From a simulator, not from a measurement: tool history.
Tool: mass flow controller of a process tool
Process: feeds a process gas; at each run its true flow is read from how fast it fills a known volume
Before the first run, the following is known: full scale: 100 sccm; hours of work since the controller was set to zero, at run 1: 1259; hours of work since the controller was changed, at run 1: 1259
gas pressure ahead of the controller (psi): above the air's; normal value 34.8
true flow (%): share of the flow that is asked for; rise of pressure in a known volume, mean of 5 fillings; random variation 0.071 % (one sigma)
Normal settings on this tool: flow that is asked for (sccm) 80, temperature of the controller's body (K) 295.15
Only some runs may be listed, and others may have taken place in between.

run	hour	flow that is asked for (sccm)	gas pressure ahead of the controller (psi)	temperature of the controller's body (K)	hours of work since the controller was set to zero	hours of work since the controller was changed	true flow (%)
1	0	80	34.8	295.15	1259	1259	100.52
2	156	80	34.8	295.15	1319	1319	100.59
3	326.6	80	39	295.15	1385	1385	100.81
4	547.9	80	34.8	295.15	1471	1471	100.63
5	798.4	80	39.7	295.15	1569	1569	100.86
6	923.3	80	39.7	295.15	1617	1617	101.08
7	1056.9	80	39.7	295.15	1669	1669	100.95
8	1178	80	39.7	295.15	1716	1716	101.07
9	1369.5	80	39.7	295.15	1790	1790	101.29
10	1628.2	80	39.7	295.15	1891	1891	101.33
11	1757.2	80	39.7	295.15	1941	1941	101.36
12	1897.7	38	34.8	295.15	1995	1995	100.03
13	2065.7	38	34.8	295.15	2061	2061	100.05
14	2308	38	34.8	295.15	2155	2155	100.32
15	2542.7	38	34.8	295.15	2246	2246	100.28
16	2664	80	34.8	295.15	2293	2293	101.22
17	2918.5	80	34.8	295.15	2392	2392	101.28
18	3087.9	72	24.2	303.15	2457	2457	100.03
19	3198.3	72	24.2	303.15	2500	2500	100.15
20	3452.1	80	27	295.15	2599	2599	101.02
21	3575.5	47	20.7	311.15	2647	2647	99.21
22	3710.6	85	30.3	307.15	2699	2699	100.66
23	3826.8	85	30.3	307.15	2744	2744	100.89
24	4044.3	22	35	311.15	2829	2829	100.34
25	4276	65	22	295.15	2919	2919	100.56
26	4537.6	15	31.2	297.15	3020	3020	101.97
27	4769.6	31	31.8	307.15	3110	3110	100.28
28	4985.7	31	24.5	297.15	3194	3194	100.56
29	5133.3	48	24.2	311.15	3251	3251	99.86
30	5312.1	48	24.2	311.15	3321	3321	99.94
31	5507.7	48	24.2	311.15	3397	3397	99.92
32	5702.4	48	24.2	311.15	3472	3472	99.95
33	5824.9	48	24.2	296.15	3520	3520	100.81

What if the next run were any one of these 3? Each begins from the tool's condition after run 33:
A	5965.3	19	34.8	309.15	3574	3574	?
B	5965.3	48	24.2	299.15	3574	3574	?
C	5965.3	12	25.1	308.15	3574	3574	?

run	true flow (%)
A	101.58
B	100.67
C	102.62
What these runs would have given with no unlogged condition in the tool:
run	true flow (%)
A	97.03
B	97.94
C	96.31

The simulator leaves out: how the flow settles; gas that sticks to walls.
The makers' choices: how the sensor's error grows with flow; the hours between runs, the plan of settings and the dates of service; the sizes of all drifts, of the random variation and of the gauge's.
